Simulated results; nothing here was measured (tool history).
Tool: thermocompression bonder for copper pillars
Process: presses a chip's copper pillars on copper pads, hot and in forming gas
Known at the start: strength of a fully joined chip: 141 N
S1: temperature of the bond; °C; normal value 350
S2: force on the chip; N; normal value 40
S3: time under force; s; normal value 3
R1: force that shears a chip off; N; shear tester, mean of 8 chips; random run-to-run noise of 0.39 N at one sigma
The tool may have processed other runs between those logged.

Run 1, hour 0: usual settings. Result: R1 72.8 N.
Run 2, hour 54: usual settings. Result: R1 71.7 N.
At hour 66.9: forming gas filter changed.
Run 3, hour 109.7: usual settings. Result: R1 74 N.
At hour 122.6: heater calibrated with a thermocouple chip.
Run 4, hour 172.9: usual settings. Result: R1 76.1 N.
Run 5, hour 208.9: usual settings but S3 4 s. Result: R1 83.1 N.
Run 6, hour 286: usual settings. Result: R1 75.1 N.
At hour 293.7: forming gas filter changed.
Run 7, hour 352.6: usual settings but S2 28 N. Result: R1 63.8 N.
Run 8, hour 435.7: usual settings. Result: R1 75.9 N.
Run 9, hour 504.4: usual settings. Result: R1 74.9 N.
At hour 519.9: forming gas filter changed.
Run 10, hour 548.9: usual settings. Result: R1 76.5 N.
Run 11, hour 630.1: usual settings. Result: R1 75.9 N.
Run 12, hour 665.5: usual settings. Result: R1 75.2 N.
Run 13, hour 721: usual settings. Result: R1 73.9 N.
At hour 749.2: forming gas filter changed.
Run 14, hour 784.9: usual settings. Result: R1 76 N.
Run 15, hour 838.9: usual settings. Result: R1 75.9 N.
Run 16, hour 926.4: usual settings. Result: R1 73.6 N.
At hour 979.2: forming gas filter changed.
Run 17, hour 990.5: usual settings. Result: R1 75.7 N.
Run 18, hour 1072: usual settings. Result: R1 75.3 N.
Run 19, hour 1118.7: usual settings but S2 41 N. Result: R1 76.2 N.
Run 20, hour 1182.2: usual settings but S2 41 N. Result: R1 74.9 N.
At hour 1205: forming gas filter changed.
Run 21, hour 1232.7: usual settings but S1 351 °C, S2 41 N, S3 8 s. Result: R1 101.1 N.
Run 22, hour 1289.5: usual settings but S1 351 °C, S2 41 N, S3 8 s. Result: R1 100.4 N.
Run 23, hour 1372.9: usual settings but S1 359 °C, S2 48 N, S3 9 s. Result: R1 112.1 N.
At hour 1431.7: forming gas filter changed.
Run 24, hour 1441.9: usual settings but S1 359 °C, S2 48 N, S3 9 s. Result: R1 114.9 N.
Run 25, hour 1480.3: usual settings but S1 359 °C, S2 48 N, S3 9 s. Result: R1 113.9 N.
Run 26, hour 1520.7: usual settings but S2 37 N. Result: R1 71.6 N.
Run 27, hour 1557.8: usual settings but S1 362 °C, S2 43 N. Result: R1 83.7 N.
Run 28, hour 1609.4: usual settings. Result: R1 72.8 N.
At hour 1660.3: forming gas filter changed.
Run 29, hour 1696.8: usual settings. Result: R1 74.3 N.
Run 30, hour 1735.1: usual settings but S2 53 N, S3 4 s. Result: R1 92.1 N.
Run 31, hour 1777.3: usual settings but S2 53 N, S3 4 s. Result: R1 91.2 N.
Run 32, hour 1855.3: usual settings but S2 53 N, S3 4 s. Result: R1 90.9 N.
At hour 1887.6: forming gas filter changed.
Run 33, hour 1904.7: usual settings but S1 340 °C, S2 26 N, S3 2 s. Result: R1 46.2 N.
At hour 1963.7: force cell calibrated.
Run 34, hour 1990.3: usual settings but S1 340 °C, S2 26 N, S3 2 s. Result: R1 46.4 N.
Run 35, hour 2042.4: usual settings but S1 359 °C, S2 48 N, S3 2 s. Result: R1 76.2 N.
Run 36, hour 2083.1: usual settings but S1 359 °C, S2 48 N, S3 2 s. Result: R1 75.1 N.
At hour 2116: forming gas filter changed.
Run 37, hour 2136.1: usual settings but S1 359 °C, S2 48 N, S3 2 s. Result: R1 77 N.
Run 38, hour 2192.1: usual settings but S1 372 °C, S2 31 N, S3 6 s. Result: R1 94.8 N.
Run 39, hour 2267.2: usual settings but S1 372 °C, S2 31 N, S3 6 s. Result: R1 92.8 N.

Alternative continuations, all from the tool just after run 39; predict every row:
Run A, hour 2320.8: usual settings but S1 332 °C, S2 24 N, S3 6 s. Result: R1 ?.
Run B, hour 2320.8: usual settings but S2 26 N, S3 7 s. Result: R1 ?.
Run C, hour 2320.8: usual settings but S1 325 °C, S2 26 N, S3 4 s. Result: R1 ?.
Run D, hour 2320.8: usual settings but S1 346 °C, S2 49 N. Result: R1 ?.

run    R1
  A  60.9
  B    77
  C  51.2
  D  78.2
Without the tool's hidden state the same runs would have given:
run    R1
  A    65
  B  81.7
  C  54.8
  D    83
